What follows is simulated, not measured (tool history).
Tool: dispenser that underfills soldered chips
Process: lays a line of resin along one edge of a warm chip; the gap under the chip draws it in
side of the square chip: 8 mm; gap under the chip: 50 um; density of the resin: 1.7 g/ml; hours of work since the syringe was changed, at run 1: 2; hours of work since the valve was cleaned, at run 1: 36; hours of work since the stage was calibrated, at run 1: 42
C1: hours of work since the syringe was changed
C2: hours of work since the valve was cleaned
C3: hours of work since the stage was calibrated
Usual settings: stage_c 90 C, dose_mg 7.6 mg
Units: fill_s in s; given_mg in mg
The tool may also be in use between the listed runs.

Run 1, hour 0: usual settings; C1 2; C2 36; C3 42. Result: fill_s 74 s, given_mg 7.47 mg.
Run 2, hour 3.4: usual settings; C1 4; C2 38; C3 44. Result: fill_s 84.7 s, given_mg 7.33 mg.
Run 3, hour 7.2: usual settings; C1 7; C2 41; C3 46. Result: fill_s 97.4 s, given_mg 7.43 mg.
Run 4, hour 14.1: usual settings; C1 11; C2 45; C3 51. Result: fill_s 129.5 s, given_mg 7.27 mg.
At hour 15.2: new syringe of resin.
Run 5, hour 20.7: usual settings; C1 3; C2 49; C3 54. Result: fill_s 79.1 s, given_mg 7.24 mg.
Run 6, hour 27.1: usual settings; C1 7; C2 53; C3 58. Result: fill_s 104 s, given_mg 7.25 mg.
At hour 34.2: new syringe of resin.
Run 7, hour 34.7: usual settings; C1 0; C2 57; C3 63. Result: fill_s 66.3 s, given_mg 7.21 mg.
Run 8, hour 40.8: usual settings; C1 4; C2 61; C3 67. Result: fill_s 85.5 s, given_mg 7.26 mg.
Run 9, hour 45.7: usual settings; C1 7; C2 64; C3 69. Result: fill_s 104.4 s, given_mg 7.26 mg.
Run 10, hour 51.9: usual settings but stage_c 103 C; C1 11; C2 68; C3 73. Result: fill_s 89.2 s, given_mg 7.25 mg.
At hour 53.2: new syringe of resin.
Run 11, hour 56.5: usual settings; C1 2; C2 70; C3 76. Result: fill_s 75.1 s, given_mg 7.1 mg.
Run 12, hour 62.4: usual settings; C1 6; C2 74; C3 80. Result: fill_s 96.4 s, given_mg 7.23 mg.
Run 13, hour 69.3: usual settings; C1 10; C2 78; C3 84. Result: fill_s 127.4 s, given_mg 7.22 mg.
At hour 72.5: new syringe of resin.
Run 14, hour 73.2: usual settings; C1 0; C2 80; C3 86. Result: fill_s 67 s, given_mg 7.14 mg.
Run 15, hour 77.7: usual settings but stage_c 105 C, dose_mg 7.89 mg; C1 3; C2 83; C3 89. Result: fill_s 49.8 s, given_mg 7.41 mg.
Run 16, hour 84.4: usual settings but stage_c 103 C, dose_mg 7.45 mg; C1 7; C2 87; C3 93. Result: fill_s 70.1 s, given_mg 6.89 mg.
At hour 91.6: new syringe of resin.
Run 17, hour 92: usual settings but stage_c 103 C, dose_mg 7.45 mg; C1 0; C2 92; C3 97. Result: fill_s 43.9 s, given_mg 6.99 mg.
Run 18, hour 97.2: usual settings but stage_c 77 C, dose_mg 7.69 mg; C1 3; C2 95; C3 101. Result: fill_s 128.1 s, given_mg 7.13 mg.
Run 19, hour 102: usual settings but stage_c 86 C, dose_mg 9.04 mg; C1 6; C2 98; C3 103. Result: fill_s 110.6 s, given_mg 8.43 mg.
Run 20, hour 107.8: usual settings but stage_c 92 C, dose_mg 8.07 mg; C1 10; C2 101; C3 107. Result: fill_s 115.7 s, given_mg 7.46 mg.
At hour 110.7: new syringe of resin.
Run 21, hour 113.3: usual settings but stage_c 79 C, dose_mg 8.86 mg; C1 2; C2 105; C3 110. Result: fill_s 101.9 s, given_mg 8.17 mg.
Run 22, hour 117: usual settings but dose_mg 8.21 mg; C1 4; C2 107; C3 112. Result: fill_s 82.1 s, given_mg 7.51 mg.
Run 23, hour 121.7: usual settings but stage_c 84 C, dose_mg 7.45 mg; C1 7; C2 110; C3 115. Result: fill_s 126.4 s, given_mg 6.8 mg.
Run 24, hour 127: usual settings but stage_c 86 C, dose_mg 6.66 mg; C1 10; C2 113; C3 119. Result: fill_s 154.1 s, given_mg 6.08 mg.
At hour 129.7: new syringe of resin.
Run 25, hour 132.6: usual settings but stage_c 89 C, dose_mg 8.84 mg; C1 2; C2 116; C3 122. Result: fill_s 72.4 s, given_mg 8.06 mg.
Run 26, hour 138.7: usual settings but stage_c 89 C, dose_mg 8.84 mg; C1 5; C2 120; C3 125. Result: fill_s 95.8 s, given_mg 7.97 mg.
Run 27, hour 142.1: usual settings but dose_mg 8.57 mg; C1 8; C2 122; C3 128. Result: fill_s 106.4 s, given_mg 7.73 mg.

Forecast each of these 5 alternatives for the next run:
At hour 144.9: dispensing valve cleaned and set on the balance.
At hour 149.9: new syringe of resin.
Run A, hour 150.1: usual settings but stage_c 101 C, dose_mg 7.37 mg; C1 0; C2 3; C3 132. Result: fill_s ?, given_mg ?.
At hour 144.9: dispensing valve cleaned and set on the balance.
At hour 149.9: new syringe of resin.
Run B, hour 150.1: usual settings but dose_mg 8.29 mg; C1 0; C2 3; C3 132. Result: fill_s ?, given_mg ?.
At hour 144.9: dispensing valve cleaned and set on the balance.
At hour 149.9: new syringe of resin.
Run C, hour 150.1: usual settings but stage_c 101 C, dose_mg 7.13 mg; C1 0; C2 3; C3 132. Result: fill_s ?, given_mg ?.
At hour 144.9: dispensing valve cleaned and set on the balance.
At hour 149.9: new syringe of resin.
Run D, hour 150.1: usual settings but stage_c 83 C, dose_mg 6.99 mg; C1 0; C2 3; C3 132. Result: fill_s ?, given_mg ?.
At hour 144.9: dispensing valve cleaned and set on the balance.
At hour 149.9: new syringe of resin.
Run E, hour 150.1: usual settings but dose_mg 8.92 mg; C1 0; C2 3; C3 132. Result: fill_s ?, given_mg ?.

run  fill_s  given_mg
  A    46.4      7.39
  B    64.4      8.28
  C      46      7.09
  D    84.9      6.98
  E    64.4      8.79
Without the tool's hidden state the same runs would have given:
run  fill_s  given_mg
  A      45      7.41
  B    62.4       8.3
  C    44.6       7.1
  D      82         7
  E    62.3      8.82
